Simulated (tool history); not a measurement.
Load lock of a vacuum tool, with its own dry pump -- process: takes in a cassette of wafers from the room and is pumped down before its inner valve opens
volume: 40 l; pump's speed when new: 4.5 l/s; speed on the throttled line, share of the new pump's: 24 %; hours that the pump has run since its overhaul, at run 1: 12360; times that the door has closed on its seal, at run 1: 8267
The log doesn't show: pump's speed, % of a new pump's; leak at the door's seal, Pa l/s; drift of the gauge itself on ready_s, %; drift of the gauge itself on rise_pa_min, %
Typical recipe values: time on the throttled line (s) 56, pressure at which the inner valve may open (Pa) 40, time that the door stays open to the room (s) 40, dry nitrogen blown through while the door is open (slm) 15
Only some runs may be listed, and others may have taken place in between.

| run | hour | time on the throttled line (s) | pressure at which the inner valve may open (Pa) | time that the door stays open to the room (s) | dry nitrogen blown through while the door is open (slm) | hours that the pump has run since its overhaul | times that the door has closed on its seal | incoming humidity of the room's air, % | time from the closed door until the inner valve may open (s) | rise of the pressure with all valves shut (Pa/min) |
|---|---|---|---|---|---|---|---|---|---|---|
| 1 | 0 | 56 | 40 | 40 | 15 | 12360 | 8267 | 46.3 | 122.7 | 0.067 |
| 2 | 91.3 | 56 | 29 | 40 | 15 | 12451 | 8421 | 47.6 | 125.6 | 0.07 |
| 3 | 150.4 | 56 | 29 | 40 | 15 | 12510 | 8520 | 44.3 | 125.3 | 0.072 |
| 4 | 283.3 | 56 | 40 | 29 | 15 | 12643 | 8743 | 44.9 | 122.4 | 0.066 |
| 5 | 376.3 | 50 | 40 | 40 | 15 | 12736 | 8900 | 46.2 | 118.8 | 0.074 |
| 6 | 448.2 | 56 | 40 | 40 | 15 | 12808 | 9020 | 46.5 | 122.7 | 0.073 |
| 7 | 558.6 | 56 | 40 | 40 | 15 | 12919 | 9206 | 46 | 122.6 | 0.08 |
| 8 | 621.1 | 56 | 40 | 40 | 15 | 12981 | 9311 | 47.1 | 123.8 | 0.075 |
| 9 | 703.6 | 56 | 40 | 40 | 15 | 13064 | 9449 | 42.3 | 123.9 | 0.083 |
| 10 | 800 | 56 | 40 | 40 | 15 | 13160 | 9611 | 46.7 | 123.8 | 0.075 |
| 11 | 860.9 | 56 | 40 | 40 | 15 | 13221 | 9714 | 44 | 121.2 | 0.074 |
| 12 | 985.9 | 56 | 40 | 40 | 15 | 13346 | 9924 | 46 | 124.4 | 0.08 |
| 13 | 1057.4 | 56 | 40 | 40 | 15 | 13417 | 10044 | 43.3 | 124.2 | 0.078 |
| 14 | 1161.3 | 56 | 40 | 40 | 15 | 13521 | 10218 | 44.4 | 123.9 | 0.082 |
| 15 | 1263.9 | 56 | 40 | 31 | 15 | 13624 | 10391 | 45.6 | 123.5 | 0.082 |
| 16 | 1379.4 | 54 | 40 | 40 | 15 | 13739 | 10585 | 45.6 | 121.4 | 0.088 |
| 17 | 1499.4 | 54 | 40 | 40 | 15 | 13859 | 10786 | 46 | 122.5 | 0.087 |
| 18 | 1634.1 | 56 | 40 | 40 | 15 | 13994 | 11013 | 46.3 | 122.8 | 0.089 |
| 19 | 1703.7 | 56 | 40 | 40 | 15 | 14064 | 11130 | 45.3 | 124.5 | 0.09 |
| 20 | 1811.8 | 33 | 36 | 218 | 4 | 14172 | 11311 | 44.6 | 108.3 | 0.171 |
| 21 | 1938.4 | 36 | 76 | 35 | 11 | 14298 | 11524 | 47.1 | 103.9 | 0.1 |
| 22 | 2042.8 | 36 | 76 | 35 | 11 | 14403 | 11699 | 41.1 | 102.6 | 0.092 |
| 23 | 2134.3 | 36 | 76 | 35 | 11 | 14494 | 11853 | 45.7 | 102.7 | 0.099 |
| 24 | 2241.7 | 41 | 61 | 75 | 5 | 14602 | 12033 | 44.7 | 108.4 | 0.116 |
| 25 | 2334.1 | 56 | 40 | 40 | 4 | 14694 | 12189 | 43.2 | 124.9 | 0.106 |
| 26 | 2456.8 | 46 | 78 | 131 | 15 | 14817 | 12395 | 45.1 | 110.2 | 0.129 |
| 27 | 2544.9 | 32 | 31 | 131 | 15 | 14905 | 12543 | 48.3 | 112 | 0.132 |
| 28 | 2613 | 29 | 75 | 122 | 40 | 14973 | 12657 | 47.2 | 99.5 | 0.116 |
| 29 | 2750 | 29 | 75 | 122 | 40 | 15110 | 12887 | 43.7 | 99 | 0.109 |
| 30 | 2825.8 | 48 | 40 | 40 | 15 | 15186 | 13015 | 47.7 | 120.5 | 0.109 |
| 31 | 2961.3 | 48 | 40 | 40 | 15 | 15321 | 13242 | 41.8 | 119.5 | 0.11 |
| 32 | 3041 | 48 | 38 | 40 | 11 | 15401 | 13376 | 44.5 | 120.9 | 0.107 |
| 33 | 3129.8 | 48 | 38 | 40 | 11 | 15490 | 13525 | 43.6 | 119.4 | 0.119 |
| 34 | 3190.9 | 29 | 38 | 40 | 11 | 15551 | 13628 | 45.1 | 107.2 | 0.115 |
| 35 | 3277.1 | 99 | 40 | 40 | 6 | 15637 | 13773 | 44.5 | 155.2 | 0.114 |
| 36 | 3332.8 | 38 | 44 | 85 | 5 | 15693 | 13866 | 44.4 | 112.2 | 0.14 |
| 37 | 3429.7 | 45 | 53 | 40 | 15 | 15790 | 14029 | 46.2 | 115.4 | 0.112 |
| 38 | 3527.2 | 56 | 40 | 31 | 15 | 15887 | 14193 | 44 | 126.2 | 0.104 |

3 options for the next run, each taken on its own from the tool as it stands now. Forecast them:
| A | 3648.4 | 62 | 40 | 94 | 27 | 16008 | 14396 | 46.2 | ? | ? |
| B | 3648.4 | 36 | 40 | 124 | 33 | 16008 | 14396 | 43.5 | ? | ? |
| C | 3648.4 | 56 | 40 | 30 | 15 | 16008 | 14396 | 46.1 | ? | ? |

| run | time from the closed door until the inner valve may open (s) | rise of the pressure with all valves shut (Pa/min) |
|---|---|---|
| A | 130.9 | 0.129 |
| B | 111.4 | 0.131 |
| C | 125.5 | 0.112 |
Without the tool's hidden state the same runs would have given:
| run | time from the closed door until the inner valve may open (s) | rise of the pressure with all valves shut (Pa/min) |
|---|---|---|
| A | 118.4 | 0.035 |
| B | 97.6 | 0.041 |
| C | 112.8 | 0.02 |

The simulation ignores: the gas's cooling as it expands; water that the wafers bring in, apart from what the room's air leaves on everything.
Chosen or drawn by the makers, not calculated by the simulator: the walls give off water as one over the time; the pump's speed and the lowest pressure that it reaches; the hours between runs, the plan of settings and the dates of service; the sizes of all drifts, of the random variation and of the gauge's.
